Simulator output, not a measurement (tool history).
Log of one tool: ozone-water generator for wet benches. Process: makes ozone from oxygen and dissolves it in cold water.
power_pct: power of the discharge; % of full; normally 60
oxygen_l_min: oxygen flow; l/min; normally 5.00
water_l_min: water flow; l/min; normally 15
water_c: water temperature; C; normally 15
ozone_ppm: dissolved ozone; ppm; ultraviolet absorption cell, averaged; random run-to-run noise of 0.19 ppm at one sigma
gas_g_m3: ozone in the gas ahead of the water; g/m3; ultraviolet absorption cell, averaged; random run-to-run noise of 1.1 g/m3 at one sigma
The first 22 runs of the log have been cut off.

| run | day | power_pct | oxygen_l_min | water_l_min | water_c | ozone_ppm | gas_g_m3 |
|---|---|---|---|---|---|---|---|
| 23 | 47.392 | 74 | 4.04 | 18 | 22 | 24.1 | 232.7 |
| 24 | 49.892 | 43 | 5.00 | 14 | 15 | 21.6 | 141.3 |
| 25 | 52.433 | 43 | 5.00 | 24 | 17 | 14.4 | 142.4 |
| 26 | 54.579 | 61 | 2.83 | 11 | 17 | 28.5 | 227.5 |
| 27 | 56.808 | 61 | 2.83 | 11 | 11 | 31.0 | 225.0 |
| 28 | 59.808 | 48 | 3.81 | 15 | 9 | 22.4 | 167.4 |
| 29 | 62.721 | 48 | 3.33 | 15 | 13 | 21.1 | 175.4 |
| 30 | 64.554 | 48 | 3.33 | 15 | 13 | 20.8 | 176.6 |
| 31 | 66.425 | 42 | 5.00 | 15 | 10 | 21.5 | 138.7 |
| 32 | 67.896 | 91 | 4.22 | 15 | 15 | 34.8 | 265.5 |

Below are 3 alternative next runs, each starting from the tool's condition after run 32. Predict each:
| A | 70.917 | 91 | 4.22 | 15 | 20 | ? | ? |
| B | 70.917 | 97 | 7.30 | 17 | 15 | ? | ? |
| C | 70.917 | 91 | 4.22 | 10 | 15 | ? | ? |

| run | ozone_ppm | gas_g_m3 |
|---|---|---|
| A | 32.3 | 263.0 |
| B | 36.5 | 228.2 |
| C | 45.2 | 265.9 |
Without the tool's unlogged condition, the same runs would have read:
| run | ozone_ppm | gas_g_m3 |
|---|---|---|
| A | 33.9 | 273.4 |
| B | 38.3 | 237.7 |
| C | 47.3 | 276.5 |

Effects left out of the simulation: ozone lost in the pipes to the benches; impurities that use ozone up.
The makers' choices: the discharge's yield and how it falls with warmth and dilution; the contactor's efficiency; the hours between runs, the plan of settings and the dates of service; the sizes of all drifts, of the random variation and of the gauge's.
